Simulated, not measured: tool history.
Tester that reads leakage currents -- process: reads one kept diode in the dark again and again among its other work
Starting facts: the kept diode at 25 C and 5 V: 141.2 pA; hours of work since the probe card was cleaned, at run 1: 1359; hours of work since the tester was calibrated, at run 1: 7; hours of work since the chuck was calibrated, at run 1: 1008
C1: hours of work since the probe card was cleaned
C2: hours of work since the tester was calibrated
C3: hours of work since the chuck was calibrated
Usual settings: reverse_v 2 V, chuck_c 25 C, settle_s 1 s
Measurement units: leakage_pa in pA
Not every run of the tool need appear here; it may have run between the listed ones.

{"run": 1, "hour": 0.0, "reverse_v": 2, "chuck_c": 25, "settle_s": 1, "C1": 1359, "C2": 7, "C3": 1008, "leakage_pa": 94.53}
{"run": 2, "hour": 36.7, "reverse_v": 2, "chuck_c": 25, "settle_s": 1, "C1": 1376, "C2": 25, "C3": 1025, "leakage_pa": 94.92}
{"run": 3, "hour": 76.9, "reverse_v": 2, "chuck_c": 25, "settle_s": 1, "C1": 1395, "C2": 44, "C3": 1045, "leakage_pa": 94.6}
{"run": 4, "hour": 130.2, "reverse_v": 2, "chuck_c": 25, "settle_s": 1, "C1": 1421, "C2": 69, "C3": 1070, "leakage_pa": 95.17}
{"run": 5, "hour": 156.9, "reverse_v": 2, "chuck_c": 25, "settle_s": 1, "C1": 1433, "C2": 82, "C3": 1083, "leakage_pa": 94.96}
{"run": 6, "hour": 197.8, "reverse_v": 2, "chuck_c": 25, "settle_s": 1, "C1": 1453, "C2": 102, "C3": 1102, "leakage_pa": 94.9}
{"run": 7, "hour": 242.3, "reverse_v": 2, "chuck_c": 25, "settle_s": 1, "C1": 1474, "C2": 123, "C3": 1124, "leakage_pa": 94.65}
{"run": 8, "hour": 268.3, "reverse_v": 2, "chuck_c": 45, "settle_s": 1, "C1": 1487, "C2": 135, "C3": 1136, "leakage_pa": 505.87}
{"run": 9, "hour": 328.5, "reverse_v": 2, "chuck_c": 56, "settle_s": 1, "C1": 1515, "C2": 164, "C3": 1165, "leakage_pa": 1166.63}
{"run": 10, "hour": 370.6, "reverse_v": 2, "chuck_c": 56, "settle_s": 1, "C1": 1536, "C2": 184, "C3": 1185, "leakage_pa": 1165.86}
{"hour": 427.7, "done": "chuck's temperature calibrated"}
{"run": 11, "hour": 429.0, "reverse_v": 2, "chuck_c": 25, "settle_s": 1, "C1": 1562, "C2": 211, "C3": 1, "leakage_pa": 89.33}
{"run": 12, "hour": 461.4, "reverse_v": 2, "chuck_c": 42, "settle_s": 1, "C1": 1578, "C2": 227, "C3": 16, "leakage_pa": 376.71}
{"run": 13, "hour": 498.7, "reverse_v": 2, "chuck_c": 42, "settle_s": 1, "C1": 1596, "C2": 244, "C3": 34, "leakage_pa": 376.01}
{"run": 14, "hour": 527.2, "reverse_v": 2, "chuck_c": 42, "settle_s": 1, "C1": 1609, "C2": 258, "C3": 48, "leakage_pa": 375.96}
{"run": 15, "hour": 557.2, "reverse_v": 2, "chuck_c": 42, "settle_s": 1, "C1": 1624, "C2": 272, "C3": 62, "leakage_pa": 376.24}
{"run": 16, "hour": 613.9, "reverse_v": 2.53, "chuck_c": 25, "settle_s": 1, "C1": 1651, "C2": 299, "C3": 89, "leakage_pa": 101.57}
{"run": 17, "hour": 642.2, "reverse_v": 5.28, "chuck_c": 44, "settle_s": 3.11, "C1": 1664, "C2": 313, "C3": 102, "leakage_pa": 721.86}
{"run": 18, "hour": 697.8, "reverse_v": 5.28, "chuck_c": 44, "settle_s": 3.11, "C1": 1691, "C2": 339, "C3": 129, "leakage_pa": 724.68}
{"run": 19, "hour": 740.3, "reverse_v": 5.28, "chuck_c": 44, "settle_s": 3.11, "C1": 1711, "C2": 360, "C3": 149, "leakage_pa": 717.01}
{"run": 20, "hour": 765.6, "reverse_v": 11.72, "chuck_c": 22, "settle_s": 1.4, "C1": 1723, "C2": 372, "C3": 161, "leakage_pa": 176.44}
{"run": 21, "hour": 791.0, "reverse_v": 11.72, "chuck_c": 22, "settle_s": 1.4, "C1": 1735, "C2": 384, "C3": 173, "leakage_pa": 177.19}
{"run": 22, "hour": 847.5, "reverse_v": 1.66, "chuck_c": 49, "settle_s": 5.13, "C1": 1762, "C2": 411, "C3": 200, "leakage_pa": 597.91}
{"run": 23, "hour": 889.0, "reverse_v": 2, "chuck_c": 30, "settle_s": 2.84, "C1": 1782, "C2": 431, "C3": 220, "leakage_pa": 139.7}
{"run": 24, "hour": 936.8, "reverse_v": 2, "chuck_c": 30, "settle_s": 1, "C1": 1805, "C2": 454, "C3": 243, "leakage_pa": 140.38}
{"run": 25, "hour": 963.7, "reverse_v": 1.32, "chuck_c": 30, "settle_s": 7.57, "C1": 1818, "C2": 466, "C3": 256, "leakage_pa": 113.19}
{"run": 26, "hour": 1009.0, "reverse_v": 2, "chuck_c": 38, "settle_s": 0.41, "C1": 1839, "C2": 488, "C3": 278, "leakage_pa": 275.2}
{"run": 27, "hour": 1038.3, "reverse_v": 2, "chuck_c": 38, "settle_s": 0.41, "C1": 1853, "C2": 502, "C3": 292, "leakage_pa": 275.87}
{"run": 28, "hour": 1091.1, "reverse_v": 3.84, "chuck_c": 21, "settle_s": 0.67, "C1": 1879, "C2": 527, "C3": 317, "leakage_pa": 90.96}
{"run": 29, "hour": 1152.5, "reverse_v": 3.84, "chuck_c": 21, "settle_s": 0.67, "C1": 1908, "C2": 557, "C3": 346, "leakage_pa": 90.89}

Here are 5 independent what-if runs from the current tool condition. What would each one return?
{"run": "A", "hour": 1180.9, "reverse_v": 2, "chuck_c": 25, "settle_s": 0.49, "C1": 1921, "C2": 570, "C3": 360, "leakage_pa": "?"}
{"run": "B", "hour": 1180.9, "reverse_v": 10.13, "chuck_c": 25, "settle_s": 1, "C1": 1921, "C2": 570, "C3": 360, "leakage_pa": "?"}
{"run": "C", "hour": 1180.9, "reverse_v": 4.94, "chuck_c": 45, "settle_s": 1, "C1": 1921, "C2": 570, "C3": 360, "leakage_pa": "?"}
{"run": "D", "hour": 1180.9, "reverse_v": 2.43, "chuck_c": 21, "settle_s": 0.67, "C1": 1921, "C2": 570, "C3": 360, "leakage_pa": "?"}
{"run": "E", "hour": 1180.9, "reverse_v": 10.61, "chuck_c": 21, "settle_s": 1.72, "C1": 1921, "C2": 570, "C3": 360, "leakage_pa": "?"}

run=A leakage_pa=91.54
run=B leakage_pa=213.98
run=C leakage_pa=764.43
run=D leakage_pa=71.79
run=E leakage_pa=155.5
With the hidden condition removed and each run's random variation left untouched, the same runs would have given:
run=A leakage_pa=89.99
run=B leakage_pa=203.36
run=C leakage_pa=765.77
run=D leakage_pa=69.46
run=E leakage_pa=143.71
